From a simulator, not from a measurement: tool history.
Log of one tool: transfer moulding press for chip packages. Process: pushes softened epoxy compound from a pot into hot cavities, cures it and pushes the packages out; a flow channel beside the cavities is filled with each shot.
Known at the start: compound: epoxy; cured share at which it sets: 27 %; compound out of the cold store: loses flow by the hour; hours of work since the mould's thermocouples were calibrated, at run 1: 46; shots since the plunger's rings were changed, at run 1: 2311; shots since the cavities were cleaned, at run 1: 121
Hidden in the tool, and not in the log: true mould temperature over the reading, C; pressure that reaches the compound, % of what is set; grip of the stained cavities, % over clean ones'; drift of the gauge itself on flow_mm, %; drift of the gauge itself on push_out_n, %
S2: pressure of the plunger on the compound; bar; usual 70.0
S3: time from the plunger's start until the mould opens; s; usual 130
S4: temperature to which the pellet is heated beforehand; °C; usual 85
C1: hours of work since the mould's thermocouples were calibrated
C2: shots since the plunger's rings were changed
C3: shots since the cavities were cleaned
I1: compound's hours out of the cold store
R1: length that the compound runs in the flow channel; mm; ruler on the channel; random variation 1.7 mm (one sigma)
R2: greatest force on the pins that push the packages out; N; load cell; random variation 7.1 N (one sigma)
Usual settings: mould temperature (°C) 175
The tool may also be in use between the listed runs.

{"run": 1, "hour": 0.0, "mould temperature (°C)": 175, "S2": 70.0, "S3": 130, "S4": 85, "C1": 46, "C2": 2311, "C3": 121, "I1": 13.4, "R1": 704, "R2": 375}
{"run": 2, "hour": 21.5, "mould temperature (°C)": 175, "S2": 70.0, "S3": 130, "S4": 81, "C1": 61, "C2": 2511, "C3": 321, "I1": 32.3, "R1": 638, "R2": 410}
{"run": 3, "hour": 44.0, "mould temperature (°C)": 175, "S2": 70.0, "S3": 130, "S4": 81, "C1": 76, "C2": 2721, "C3": 531, "I1": 45.0, "R1": 591, "R2": 457}
{"run": 4, "hour": 64.5, "mould temperature (°C)": 175, "S2": 70.0, "S3": 130, "S4": 81, "C1": 90, "C2": 2912, "C3": 722, "I1": 38.0, "R1": 616, "R2": 501}
{"run": 5, "hour": 82.8, "mould temperature (°C)": 175, "S2": 57.6, "S3": 130, "S4": 85, "C1": 103, "C2": 3082, "C3": 892, "I1": 46.4, "R1": 530, "R2": 514}
{"hour": 87.7, "done": "plunger's sealing rings changed"}
{"run": 6, "hour": 99.6, "mould temperature (°C)": 182, "S2": 70.0, "S3": 130, "S4": 85, "C1": 112, "C2": 111, "C3": 1026, "I1": 26.5, "R1": 641, "R2": 473}
{"hour": 113.3, "done": "cavities cleaned with cleaning compound and waxed"}
{"run": 7, "hour": 120.9, "mould temperature (°C)": 182, "S2": 70.0, "S3": 130, "S4": 85, "C1": 126, "C2": 295, "C3": 70, "I1": 19.1, "R1": 668, "R2": 282}
{"run": 8, "hour": 134.9, "mould temperature (°C)": 175, "S2": 70.0, "S3": 130, "S4": 85, "C1": 135, "C2": 426, "C3": 201, "I1": 18.2, "R1": 697, "R2": 385}
{"run": 9, "hour": 149.2, "mould temperature (°C)": 175, "S2": 70.0, "S3": 130, "S4": 85, "C1": 145, "C2": 559, "C3": 334, "I1": 24.0, "R1": 673, "R2": 412}
{"run": 10, "hour": 167.7, "mould temperature (°C)": 175, "S2": 70.0, "S3": 130, "S4": 85, "C1": 158, "C2": 731, "C3": 506, "I1": 35.2, "R1": 636, "R2": 467}
{"run": 11, "hour": 192.4, "mould temperature (°C)": 175, "S2": 70.0, "S3": 130, "S4": 85, "C1": 175, "C2": 962, "C3": 737, "I1": 9.5, "R1": 727, "R2": 510}
{"run": 12, "hour": 218.7, "mould temperature (°C)": 175, "S2": 70.0, "S3": 130, "S4": 85, "C1": 193, "C2": 1206, "C3": 981, "I1": 23.6, "R1": 676, "R2": 512}
{"hour": 236.3, "done": "cavities cleaned with cleaning compound and waxed"}
{"run": 13, "hour": 237.1, "mould temperature (°C)": 175, "S2": 70.0, "S3": 130, "S4": 85, "C1": 204, "C2": 1364, "C3": 7, "I1": 32.0, "R1": 639, "R2": 310}
{"run": 14, "hour": 252.8, "mould temperature (°C)": 175, "S2": 70.0, "S3": 130, "S4": 85, "C1": 215, "C2": 1510, "C3": 153, "I1": 43.3, "R1": 603, "R2": 347}
{"run": 15, "hour": 281.0, "mould temperature (°C)": 175, "S2": 70.0, "S3": 130, "S4": 85, "C1": 234, "C2": 1774, "C3": 417, "I1": 41.9, "R1": 609, "R2": 431}
{"hour": 284.4, "done": "mould's thermocouples calibrated"}
{"run": 16, "hour": 308.2, "mould temperature (°C)": 179, "S2": 74.9, "S3": 150, "S4": 90, "C1": 16, "C2": 2008, "C3": 651, "I1": 33.2, "R1": 643, "R2": 415}
{"hour": 331.9, "done": "mould's thermocouples calibrated, once more"}
{"run": 17, "hour": 337.6, "mould temperature (°C)": 179, "S2": 77.3, "S3": 150, "S4": 95, "C1": 4, "C2": 2264, "C3": 907, "I1": 20.8, "R1": 693, "R2": 462}
{"run": 18, "hour": 359.7, "mould temperature (°C)": 179, "S2": 77.3, "S3": 168, "S4": 95, "C1": 19, "C2": 2469, "C3": 1112, "I1": 14.7, "R1": 719, "R2": 482}
{"hour": 364.6, "done": "cavities cleaned with cleaning compound and waxed"}
{"run": 19, "hour": 383.4, "mould temperature (°C)": 179, "S2": 77.3, "S3": 168, "S4": 95, "C1": 34, "C2": 2676, "C3": 176, "I1": 36.6, "R1": 638, "R2": 318}
{"run": 20, "hour": 406.1, "mould temperature (°C)": 178, "S2": 87.8, "S3": 168, "S4": 89, "C1": 50, "C2": 2887, "C3": 387, "I1": 22.0, "R1": 736, "R2": 381}
{"run": 21, "hour": 422.6, "mould temperature (°C)": 183, "S2": 74.8, "S3": 130, "S4": 80, "C1": 61, "C2": 3041, "C3": 541, "I1": 20.1, "R1": 672, "R2": 416}
{"hour": 430.9, "done": "plunger's sealing rings changed"}
{"run": 22, "hour": 440.5, "mould temperature (°C)": 183, "S2": 74.8, "S3": 130, "S4": 80, "C1": 71, "C2": 90, "C3": 685, "I1": 33.8, "R1": 635, "R2": 437}
{"run": 23, "hour": 453.4, "mould temperature (°C)": 175, "S2": 74.5, "S3": 130, "S4": 86, "C1": 80, "C2": 210, "C3": 805, "I1": 37.9, "R1": 645, "R2": 515}
{"run": 24, "hour": 470.7, "mould temperature (°C)": 175, "S2": 73.5, "S3": 130, "S4": 85, "C1": 92, "C2": 372, "C3": 967, "I1": 21.0, "R1": 702, "R2": 538}
{"hour": 491.7, "done": "cavities cleaned with cleaning compound and waxed"}
{"run": 25, "hour": 492.6, "mould temperature (°C)": 180, "S2": 84.9, "S3": 156, "S4": 91, "C1": 106, "C2": 562, "C3": 9, "I1": 32.5, "R1": 688, "R2": 274}
{"run": 26, "hour": 516.3, "mould temperature (°C)": 179, "S2": 73.9, "S3": 156, "S4": 91, "C1": 122, "C2": 782, "C3": 229, "I1": 9.6, "R1": 728, "R2": 346}
{"run": 27, "hour": 534.2, "mould temperature (°C)": 167, "S2": 73.9, "S3": 156, "S4": 80, "C1": 134, "C2": 949, "C3": 396, "I1": 32.9, "R1": 688, "R2": 482}
{"run": 28, "hour": 553.9, "mould temperature (°C)": 175, "S2": 70.0, "S3": 168, "S4": 75, "C1": 148, "C2": 1133, "C3": 580, "I1": 10.9, "R1": 721, "R2": 404}
{"run": 29, "hour": 579.4, "mould temperature (°C)": 167, "S2": 78.7, "S3": 130, "S4": 89, "C1": 165, "C2": 1370, "C3": 817, "I1": 9.5, "R1": 810, "R2": 866}

Forecast each of these 3 alternatives for the next run:
{"run": "A", "hour": 591.1, "mould temperature (°C)": 182, "S2": 70.0, "S3": 159, "S4": 85, "C1": 173, "C2": 1479, "C3": 926, "I1": 35.4, "R1": "?", "R2": "?"}
{"run": "B", "hour": 591.1, "mould temperature (°C)": 167, "S2": 71.9, "S3": 130, "S4": 89, "C1": 173, "C2": 1479, "C3": 926, "I1": 46.9, "R1": "?", "R2": "?"}
{"run": "C", "hour": 591.1, "mould temperature (°C)": 169, "S2": 56.1, "S3": 130, "S4": 93, "C1": 173, "C2": 1479, "C3": 926, "I1": 25.5, "R1": "?", "R2": "?"}

run=A R1=607 R2=456
run=B R1=628 R2=796
run=C R1=612 R2=706
Without the tool's hidden state the same runs would have given:
run=A R1=614 R2=256
run=B R1=635 R2=447
run=C R1=619 R2=400
